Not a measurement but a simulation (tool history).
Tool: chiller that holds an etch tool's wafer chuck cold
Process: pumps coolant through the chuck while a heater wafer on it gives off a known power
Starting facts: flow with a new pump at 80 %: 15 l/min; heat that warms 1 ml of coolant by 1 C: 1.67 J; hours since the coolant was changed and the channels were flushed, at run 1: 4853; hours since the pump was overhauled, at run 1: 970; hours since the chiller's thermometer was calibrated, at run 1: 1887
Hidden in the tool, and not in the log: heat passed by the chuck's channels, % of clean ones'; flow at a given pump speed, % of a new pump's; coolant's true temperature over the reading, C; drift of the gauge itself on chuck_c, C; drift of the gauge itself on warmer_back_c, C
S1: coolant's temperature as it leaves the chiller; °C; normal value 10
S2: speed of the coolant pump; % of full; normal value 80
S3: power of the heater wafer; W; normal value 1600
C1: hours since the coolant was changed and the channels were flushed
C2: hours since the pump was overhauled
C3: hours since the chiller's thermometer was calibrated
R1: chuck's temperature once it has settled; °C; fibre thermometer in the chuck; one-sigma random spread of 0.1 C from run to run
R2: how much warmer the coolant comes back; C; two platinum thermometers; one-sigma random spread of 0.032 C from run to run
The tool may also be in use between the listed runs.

{"run": 1, "hour": 0.0, "S1": 10, "S2": 80, "S3": 1600, "C1": 4853, "C2": 970, "C3": 1887, "R1": 26.0, "R2": 3.87}
{"run": 2, "hour": 16.4, "S1": 4, "S2": 80, "S3": 1600, "C1": 4870, "C2": 986, "C3": 1903, "R1": 20.1, "R2": 3.92}
{"run": 3, "hour": 36.5, "S1": 4, "S2": 80, "S3": 1600, "C1": 4890, "C2": 1006, "C3": 1923, "R1": 19.9, "R2": 3.9}
{"run": 4, "hour": 53.3, "S1": 4, "S2": 80, "S3": 1600, "C1": 4907, "C2": 1023, "C3": 1940, "R1": 20.0, "R2": 3.98}
{"run": 5, "hour": 68.9, "S1": 10, "S2": 80, "S3": 1600, "C1": 4922, "C2": 1039, "C3": 1956, "R1": 26.1, "R2": 3.88}
{"run": 6, "hour": 88.4, "S1": 15, "S2": 80, "S3": 1600, "C1": 4942, "C2": 1058, "C3": 1975, "R1": 31.0, "R2": 3.93}
{"run": 7, "hour": 113.6, "S1": 15, "S2": 80, "S3": 1600, "C1": 4967, "C2": 1084, "C3": 2000, "R1": 31.0, "R2": 3.98}
{"run": 8, "hour": 138.4, "S1": 15, "S2": 80, "S3": 1600, "C1": 4992, "C2": 1108, "C3": 2025, "R1": 30.9, "R2": 3.93}
{"run": 9, "hour": 160.8, "S1": 15, "S2": 80, "S3": 1600, "C1": 5014, "C2": 1131, "C3": 2048, "R1": 30.9, "R2": 3.89}
{"run": 10, "hour": 180.4, "S1": 15, "S2": 61, "S3": 1600, "C1": 5034, "C2": 1150, "C3": 2067, "R1": 34.4, "R2": 5.1}
{"run": 11, "hour": 194.6, "S1": 15, "S2": 61, "S3": 1600, "C1": 5048, "C2": 1165, "C3": 2081, "R1": 34.3, "R2": 5.07}
{"run": 12, "hour": 225.2, "S1": 15, "S2": 61, "S3": 1600, "C1": 5079, "C2": 1195, "C3": 2112, "R1": 34.3, "R2": 5.23}
{"run": 13, "hour": 245.4, "S1": 10, "S2": 80, "S3": 1600, "C1": 5099, "C2": 1215, "C3": 2132, "R1": 26.2, "R2": 3.96}
{"hour": 249.0, "done": "chiller's thermometer calibrated"}
{"run": 14, "hour": 280.4, "S1": 10, "S2": 80, "S3": 1344, "C1": 5133, "C2": 1249, "C3": 31, "R1": 23.9, "R2": 3.32}
{"run": 15, "hour": 303.6, "S1": 10, "S2": 80, "S3": 1344, "C1": 5156, "C2": 1273, "C3": 55, "R1": 23.6, "R2": 3.27}
{"run": 16, "hour": 332.6, "S1": 10, "S2": 80, "S3": 1600, "C1": 5185, "C2": 1302, "C3": 84, "R1": 26.2, "R2": 3.96}
{"run": 17, "hour": 364.1, "S1": 5, "S2": 70, "S3": 1600, "C1": 5217, "C2": 1333, "C3": 115, "R1": 22.8, "R2": 4.51}
{"hour": 370.3, "done": "chiller's thermometer calibrated, once more"}
{"run": 18, "hour": 388.2, "S1": 17, "S2": 68, "S3": 844, "C1": 5240, "C2": 1356, "C3": 18, "R1": 26.4, "R2": 2.45}
{"run": 19, "hour": 420.5, "S1": 7, "S2": 60, "S3": 1096, "C1": 5272, "C2": 1388, "C3": 50, "R1": 20.4, "R2": 3.57}
{"run": 20, "hour": 442.1, "S1": 10, "S2": 68, "S3": 1553, "C1": 5294, "C2": 1410, "C3": 72, "R1": 27.4, "R2": 4.51}
{"run": 21, "hour": 470.0, "S1": 10, "S2": 68, "S3": 1553, "C1": 5321, "C2": 1438, "C3": 100, "R1": 27.1, "R2": 4.49}
{"run": 22, "hour": 489.0, "S1": 12, "S2": 61, "S3": 1600, "C1": 5340, "C2": 1457, "C3": 119, "R1": 31.2, "R2": 5.17}
{"run": 23, "hour": 515.2, "S1": 11, "S2": 63, "S3": 2035, "C1": 5367, "C2": 1483, "C3": 145, "R1": 34.9, "R2": 6.43}
{"run": 24, "hour": 532.8, "S1": 11, "S2": 63, "S3": 2035, "C1": 5384, "C2": 1501, "C3": 162, "R1": 35.0, "R2": 6.39}
{"run": 25, "hour": 561.4, "S1": 5, "S2": 78, "S3": 893, "C1": 5413, "C2": 1529, "C3": 191, "R1": 13.8, "R2": 2.27}
{"run": 26, "hour": 586.6, "S1": 10, "S2": 81, "S3": 1591, "C1": 5438, "C2": 1554, "C3": 216, "R1": 25.7, "R2": 3.87}
{"run": 27, "hour": 605.9, "S1": 6, "S2": 80, "S3": 2233, "C1": 5457, "C2": 1574, "C3": 236, "R1": 28.3, "R2": 5.5}

Run 28, settings as shown, results not yet in. Your forecast:
{"run": 28, "hour": 622.7, "S1": 6, "S2": 80, "S3": 2233, "C1": 5474, "C2": 1591, "C3": 252, "R1": "?", "R2": "?"}

{"run 28": {"R1": 28.4, "R2": 5.51}}
Were there no unlogged condition in the tool, this run, its random variation unchanged, would have produced R1 26.4 °C, R2 5.35 C.
